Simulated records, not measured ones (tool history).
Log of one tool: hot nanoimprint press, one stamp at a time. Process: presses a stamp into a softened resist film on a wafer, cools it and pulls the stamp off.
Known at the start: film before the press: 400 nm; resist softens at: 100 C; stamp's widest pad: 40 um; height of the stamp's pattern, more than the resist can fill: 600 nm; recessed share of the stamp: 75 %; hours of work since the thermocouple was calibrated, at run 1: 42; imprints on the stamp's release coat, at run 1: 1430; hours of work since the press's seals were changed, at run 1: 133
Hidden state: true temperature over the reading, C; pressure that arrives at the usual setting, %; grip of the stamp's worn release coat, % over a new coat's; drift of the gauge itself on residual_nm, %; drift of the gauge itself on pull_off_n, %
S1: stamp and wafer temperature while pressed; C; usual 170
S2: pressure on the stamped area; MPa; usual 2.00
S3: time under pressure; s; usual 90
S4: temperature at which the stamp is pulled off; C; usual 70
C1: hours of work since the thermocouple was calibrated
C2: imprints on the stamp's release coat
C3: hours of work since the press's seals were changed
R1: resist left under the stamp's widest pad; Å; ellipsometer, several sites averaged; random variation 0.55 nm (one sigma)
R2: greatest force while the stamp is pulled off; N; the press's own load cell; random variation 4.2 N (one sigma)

run,day,S1,S2,S3,S4,C1,C2,C3,R1,R2
1,0.000,170,2.00,90,70,42,1430,133,2066,200
2,0.458,170,2.00,90,70,49,1473,140,2056,209
3,0.675,170,2.24,90,70,52,1493,143,1958,202
# day 1.379: stamp cleaned and given a new release coat
4,1.400,170,2.24,90,70,59,2,150,1957,195
5,1.704,170,2.24,90,70,63,30,155,1960,209
6,2.025,170,2.00,90,70,68,60,159,2065,211
7,2.454,170,2.00,90,70,74,100,166,2064,207
8,2.692,170,2.00,46,70,78,122,169,2529,201
9,3.067,170,2.00,90,70,83,157,175,2063,201
10,3.533,177,2.00,90,70,90,201,181,1639,204
11,3.788,177,2.00,90,70,94,225,185,1636,205
12,4.238,170,2.00,90,70,100,267,192,2055,201
13,4.654,170,2.00,90,70,107,306,198,2064,204
14,4.888,170,2.00,90,70,110,328,201,2058,204
15,5.117,170,2.00,90,70,113,349,205,2075,198
16,5.446,170,2.00,90,70,118,379,209,2051,207
17,5.783,168,2.52,90,70,123,411,214,1978,203
18,6.142,165,2.11,90,70,128,445,220,2349,206
19,6.354,170,2.00,85,56,131,464,223,2105,243
20,6.558,170,2.00,90,61,134,483,226,2062,225
21,6.846,177,2.00,90,57,139,510,230,1639,235
22,7.288,179,2.00,57,63,145,552,236,1815,222
23,7.612,171,1.34,77,70,150,582,241,2492,208

The next listed run, before its measurement:
24,8.029,171,1.34,77,70,156,621,247,?,?

R1: 2478 Å
R2: 202 N
Without the tool's hidden state the same run would have given R1 2479 Å, R2 201 N.
